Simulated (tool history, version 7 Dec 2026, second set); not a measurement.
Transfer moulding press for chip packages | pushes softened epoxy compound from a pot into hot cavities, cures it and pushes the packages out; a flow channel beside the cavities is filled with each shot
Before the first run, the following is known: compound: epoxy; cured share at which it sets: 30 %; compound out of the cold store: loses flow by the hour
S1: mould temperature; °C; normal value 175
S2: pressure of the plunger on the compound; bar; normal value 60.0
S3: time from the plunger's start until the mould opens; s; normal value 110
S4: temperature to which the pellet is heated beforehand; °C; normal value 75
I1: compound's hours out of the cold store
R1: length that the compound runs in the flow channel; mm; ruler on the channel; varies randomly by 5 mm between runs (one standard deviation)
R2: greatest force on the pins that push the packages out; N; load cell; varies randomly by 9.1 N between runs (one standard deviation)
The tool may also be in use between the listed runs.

run,hour,S1,S2,S3,S4,I1,R1,R2
1,0.0,175,60.0,110,75,9.4,613,442
2,54.8,175,60.0,110,75,12.0,605,449
# hour 103.7: cavities cleaned with cleaning compound and waxed
3,103.7,175,60.0,110,75,32.8,541,427
4,153.4,175,60.0,110,75,34.8,538,429
5,203.8,175,60.0,110,75,24.7,575,421
# hour 228.2: cavities cleaned with cleaning compound and waxed
6,257.5,175,60.0,110,75,17.6,583,418
7,309.6,175,60.0,110,75,26.6,554,420
# hour 352.8: cavities cleaned with cleaning compound and waxed
8,363.4,175,60.0,110,75,27.1,560,431
# hour 423.2: plunger's sealing rings changed
9,423.2,175,60.0,124,75,16.0,594,378
# hour 478.7: cavities cleaned with cleaning compound and waxed
10,480.4,168,60.0,110,75,12.1,634,762
11,514.0,168,60.0,110,75,44.2,526,691
12,549.6,175,60.0,110,75,46.8,509,419
# hour 599.2: mould's thermocouples calibrated
# hour 604.4: cavities cleaned with cleaning compound and waxed
13,607.6,175,60.0,110,75,16.5,603,427
14,658.7,175,60.0,110,75,28.3,560,446
15,694.7,175,60.0,110,75,26.7,554,445
# hour 730.2: cavities cleaned with cleaning compound and waxed
16,751.3,175,71.2,92,75,34.0,590,591
17,776.3,175,70.9,142,81,23.5,621,334
18,807.8,175,54.0,110,73,30.8,514,430
# hour 857.4: cavities cleaned with cleaning compound and waxed
19,862.8,175,54.0,110,73,15.7,563,432
# hour 899.7: plunger's sealing rings changed
20,923.9,181,55.4,95,71,46.9,477,384
21,949.9,171,73.4,110,75,47.0,575,537
# hour 986.4: cavities cleaned with cleaning compound and waxed
22,1010.4,175,60.0,132,76,31.1,544,353
23,1056.8,175,60.0,132,76,45.3,506,348

Predict the results of run 24:
# hour 1108.7: cavities cleaned with cleaning compound and waxed
24,1111.7,175,60.0,132,76,43.3,?,?

R1: 509 mm
R2: 348 N
Were there no unlogged condition in the tool, this run, its random variation unchanged, would have produced R1 509 mm, R2 348 N.
